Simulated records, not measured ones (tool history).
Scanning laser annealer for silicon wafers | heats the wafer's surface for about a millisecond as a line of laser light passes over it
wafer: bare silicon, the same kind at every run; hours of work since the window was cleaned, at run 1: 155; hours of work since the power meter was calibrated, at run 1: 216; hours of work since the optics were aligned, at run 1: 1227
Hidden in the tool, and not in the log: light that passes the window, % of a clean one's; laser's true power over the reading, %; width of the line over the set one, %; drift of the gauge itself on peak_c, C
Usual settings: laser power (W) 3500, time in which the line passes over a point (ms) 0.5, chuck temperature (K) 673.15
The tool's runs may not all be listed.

run    day  laser power (W)  time in which the line passes over a point (ms)  chuck temperature (K)  hours of work since the window was cleaned  hours of work since the power meter was calibrated  hours of work since the optics were aligned  highest temperature of the surface (K)
  1      0             3500                                              0.5                 673.15                                         155                                                 216                                         1227                                 1383.15
  2  0.546             3500                                              0.5                 673.15                                         161                                                 222                                         1233                                 1384.15
  3  0.975             3500                                              0.5                 673.15                                         165                                                 226                                         1237                                 1384.15
  4  1.367             3500                                            0.597                 673.15                                         169                                                 231                                         1241                                 1452.15
  5  1.621             3500                                            0.597                 673.15                                         172                                                 233                                         1244                                 1452.15
  6  2.142             3500                                            0.404                 673.15                                         178                                                 239                                         1249                                 1303.15
  7  2.375             3500                                            0.411                 673.15                                         180                                                 241                                         1252                                 1313.15
  8  2.754             3500                                              0.5                 673.15                                         184                                                 245                                         1256                                 1384.15
  9  3.146             3500                                            0.582                 673.15                                         188                                                 249                                         1260                                 1445.15
 10  3.538             3500                                            0.582                 673.15                                         192                                                 253                                         1264                                 1445.15
 11  3.862             3500                                              0.5                 673.15                                         196                                                 257                                         1267                                 1387.15
 12  4.146             3500                                              0.5                 676.15                                         199                                                 260                                         1270                                 1386.15
 13  4.392             3500                                              0.5                 676.15                                         201                                                 262                                         1273                                 1389.15
 14  4.833             3185                                            0.367                 710.15                                         206                                                 267                                         1278                                 1260.15
 15  5.133             3185                                            0.367                 710.15                                         209                                                 270                                         1281                                 1259.15
 16  5.467             3302                                            0.367                 673.15                                         213                                                 274                                         1284                                 1242.15
 17  5.792             3302                                            0.471                 674.15                                         216                                                 277                                         1288                                 1327.15
 18  6.079             3002                                              0.5                 662.15                                         219                                                 280                                         1291                                 1276.15

The next listed run, before its measurement:
 19  6.496             3348                                             0.56                 638.15                                         223                                                 285                                         1295                                       ?

highest temperature of the surface (K): 1364.15
Without the tool's hidden state the same run would have given highest temperature of the surface (K) 1366.15.

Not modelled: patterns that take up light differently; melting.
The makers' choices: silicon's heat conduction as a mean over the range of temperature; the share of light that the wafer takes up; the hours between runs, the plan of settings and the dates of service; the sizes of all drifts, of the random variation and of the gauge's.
